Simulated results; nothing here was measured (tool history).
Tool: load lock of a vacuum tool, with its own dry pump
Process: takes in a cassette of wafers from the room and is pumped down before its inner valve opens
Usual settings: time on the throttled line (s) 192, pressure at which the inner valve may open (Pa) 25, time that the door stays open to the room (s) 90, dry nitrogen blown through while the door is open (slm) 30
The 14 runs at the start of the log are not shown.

| run | hour | time on the throttled line (s) | pressure at which the inner valve may open (Pa) | time that the door stays open to the room (s) | dry nitrogen blown through while the door is open (slm) | incoming humidity of the room's air, % | time from the closed door until the inner valve may open (s) | rise of the pressure with all valves shut (Pa/min) |
|---|---|---|---|---|---|---|---|---|
| 15 | 5739.7 | 192 | 25 | 90 | 30 | 47.2 | 246.1 | 0.037 |
| 16 | 6027.9 | 133 | 25 | 90 | 30 | 48.9 | 193.5 | 0.035 |
| 17 | 6462.7 | 133 | 25 | 90 | 30 | 42 | 193.4 | 0.033 |
| 18 | 6797.2 | 133 | 25 | 90 | 30 | 48.3 | 193.5 | 0.041 |
| 19 | 7201 | 133 | 19 | 90 | 30 | 44.8 | 195.7 | 0.035 |
| 20 | 7533.1 | 133 | 19 | 90 | 30 | 46.9 | 196.6 | 0.043 |
| 21 | 7919.9 | 133 | 19 | 152 | 34 | 41.6 | 195.8 | 0.04 |
| 22 | 8241.2 | 206 | 22 | 90 | 30 | 46 | 257.9 | 0.034 |
| 23 | 8793 | 214 | 25 | 157 | 30 | 43.6 | 264.7 | 0.044 |
| 24 | 9071.4 | 214 | 25 | 157 | 30 | 45.5 | 265.1 | 0.044 |
| 25 | 9613.4 | 114 | 25 | 157 | 30 | 45.1 | 177.2 | 0.049 |
| 26 | 10139.7 | 192 | 46 | 91 | 5 | 43.4 | 239.6 | 0.054 |
| 27 | 10732.5 | 360 | 46 | 91 | 5 | 43.6 | 387.9 | 0.057 |
| 28 | 11292.6 | 175 | 46 | 91 | 5 | 44.1 | 224.4 | 0.051 |
| 29 | 11641.2 | 175 | 46 | 91 | 5 | 47.1 | 225.2 | 0.061 |
| 30 | 11986.8 | 192 | 19 | 140 | 7 | 51.7 | 247.2 | 0.079 |
| 31 | 12546.1 | 163 | 26 | 73 | 12 | 42.9 | 220.2 | 0.044 |
| 32 | 13139.9 | 163 | 26 | 73 | 12 | 43.4 | 219 | 0.046 |
| 33 | 13551.7 | 163 | 26 | 73 | 12 | 45.9 | 219.6 | 0.049 |
| 34 | 14072.1 | 311 | 26 | 179 | 24 | 45.7 | 350.7 | 0.053 |
| 35 | 14647.6 | 197 | 30 | 113 | 5 | 45.6 | 247.9 | 0.066 |
|  | 14908.5 | dry pump taken out, an overhauled one fitted |
| 36 | 15000.4 | 197 | 19 | 113 | 7 | 44.5 | 253.1 | 0.061 |
| 37 | 15330.7 | 197 | 19 | 113 | 7 | 43.4 | 252.5 | 0.06 |
| 38 | 15789.4 | 197 | 22 | 113 | 19 | 45.8 | 251.3 | 0.05 |

Each row is a separate what-if for the run after 38, all from the same tool condition, not one after another. Results?
| A | 16210.3 | 252 | 47 | 34 | 30 | 46.5 | ? | ? |
| B | 16210.3 | 270 | 42 | 35 | 30 | 44.5 | ? | ? |
| C | 16210.3 | 345 | 46 | 90 | 30 | 44.8 | ? | ? |

| run | time from the closed door until the inner valve may open (s) | rise of the pressure with all valves shut (Pa/min) |
|---|---|---|
| A | 293.1 | 0.026 |
| B | 308.1 | 0.03 |
| C | 375.3 | 0.033 |
What these runs would have given with no unlogged condition in the tool:
| run | time from the closed door until the inner valve may open (s) | rise of the pressure with all valves shut (Pa/min) |
|---|---|---|
| A | 293.1 | 0.026 |
| B | 308.1 | 0.03 |
| C | 375.3 | 0.033 |

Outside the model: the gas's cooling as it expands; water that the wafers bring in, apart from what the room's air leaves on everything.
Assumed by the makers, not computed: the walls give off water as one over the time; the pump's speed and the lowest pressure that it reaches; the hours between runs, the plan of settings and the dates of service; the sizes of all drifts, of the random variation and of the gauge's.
